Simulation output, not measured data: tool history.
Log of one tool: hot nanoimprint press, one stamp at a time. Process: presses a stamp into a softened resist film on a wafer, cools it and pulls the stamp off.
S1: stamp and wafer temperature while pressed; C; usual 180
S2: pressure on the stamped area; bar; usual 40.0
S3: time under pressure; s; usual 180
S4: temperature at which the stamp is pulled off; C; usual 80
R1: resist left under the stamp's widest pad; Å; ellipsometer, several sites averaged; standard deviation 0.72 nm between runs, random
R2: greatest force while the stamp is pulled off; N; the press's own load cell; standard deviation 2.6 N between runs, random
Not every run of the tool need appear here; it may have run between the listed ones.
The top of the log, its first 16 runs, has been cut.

run,day,S1,S2,S3,S4,R1,R2
17,16.029,191,40.0,320,82,726,138
18,16.925,179,40.0,180,80,1361,142
# day 17.700: plate thermocouple calibrated
19,17.983,182,40.0,90,80,1622,145
20,18.796,182,40.0,90,80,1629,148
21,19.471,182,40.0,90,80,1625,146
22,20.450,180,58.9,108,76,1409,158
23,21.467,174,40.2,271,85,1511,135
24,22.388,184,36.2,271,84,1109,139
25,23.508,186,55.4,180,66,979,193
26,24.754,186,55.4,180,66,979,190
27,26.067,170,52.3,97,68,1982,186
28,27.417,170,52.3,97,68,1977,189
29,28.096,170,52.3,97,68,1963,191
# day 28.933: stamp cleaned and given a new release coat
30,29.733,182,52.3,97,68,1415,149
31,30.804,180,43.6,206,80,1274,123

Here are 3 independent what-if runs from the current tool condition. What would each one return?
A,31.621,180,40.0,160,80,?,?
B,31.621,191,40.4,103,80,?,?
C,31.621,186,40.0,184,80,?,?

run,R1,R2
A,1436,125
B,1161,124
C,1122,120
Without the tool's unlogged condition, the same runs would have read:
run,R1,R2
A,1445,124
B,1164,123
C,1128,119
